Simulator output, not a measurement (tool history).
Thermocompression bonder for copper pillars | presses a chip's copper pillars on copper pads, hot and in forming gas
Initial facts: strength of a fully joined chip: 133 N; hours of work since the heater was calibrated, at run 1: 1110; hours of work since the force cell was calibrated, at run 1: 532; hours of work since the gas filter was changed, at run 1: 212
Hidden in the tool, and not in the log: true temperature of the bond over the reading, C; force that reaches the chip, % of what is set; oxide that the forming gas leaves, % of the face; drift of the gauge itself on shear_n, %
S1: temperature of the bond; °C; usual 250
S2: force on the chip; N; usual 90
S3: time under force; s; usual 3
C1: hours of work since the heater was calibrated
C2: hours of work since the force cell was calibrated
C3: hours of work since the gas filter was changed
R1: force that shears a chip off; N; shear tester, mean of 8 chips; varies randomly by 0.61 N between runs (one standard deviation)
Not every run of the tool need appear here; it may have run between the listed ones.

run	hour	S1	S2	S3	C1	C2	C3	R1
1	0	250	90	3	1110	532	212	82.6
2	57	250	90	3	1133	555	235	82.6
3	93.6	250	90	3	1148	570	250	82.8
4	129.8	250	90	6	1163	584	265	100
5	161	262	90	6	1175	597	277	108.7
6	207.8	262	90	6	1194	616	296	107
7	248.1	262	90	6	1211	632	313	107.2
8	310.5	262	90	6	1236	658	338	107.5
# hour 361.7: forming gas filter changed
9	370.5	262	90	6	1260	682	4	112.3
10	402.3	262	90	6	1273	695	16	112.2
11	463.8	262	90	6	1298	720	41	112.4
12	533.1	250	90	3	1326	748	70	87.6
13	573.4	250	90	3	1343	764	86	87.1
14	629.1	250	90	3	1365	787	109	86.8
15	679.6	250	90	3	1386	808	129	86.3
16	719.3	250	90	2	1402	824	145	76.7
17	765.1	250	76	2	1421	842	164	68.5
18	810.9	250	76	2	1439	861	182	67.4
19	873.3	250	76	2	1464	886	208	66.8
20	918.9	245	76	2	1483	905	226	63.5
21	974.9	245	54	2	1506	927	249	48.1
22	1027.4	245	54	2	1527	949	270	47.9

What does the tool deliver on the next run?
23	1063.3	228	75	3	1542	963	285	?

R1: 56.1 N
If the tool had no hidden condition, the same run with the same run-to-run variation would have returned R1 49.4 N.
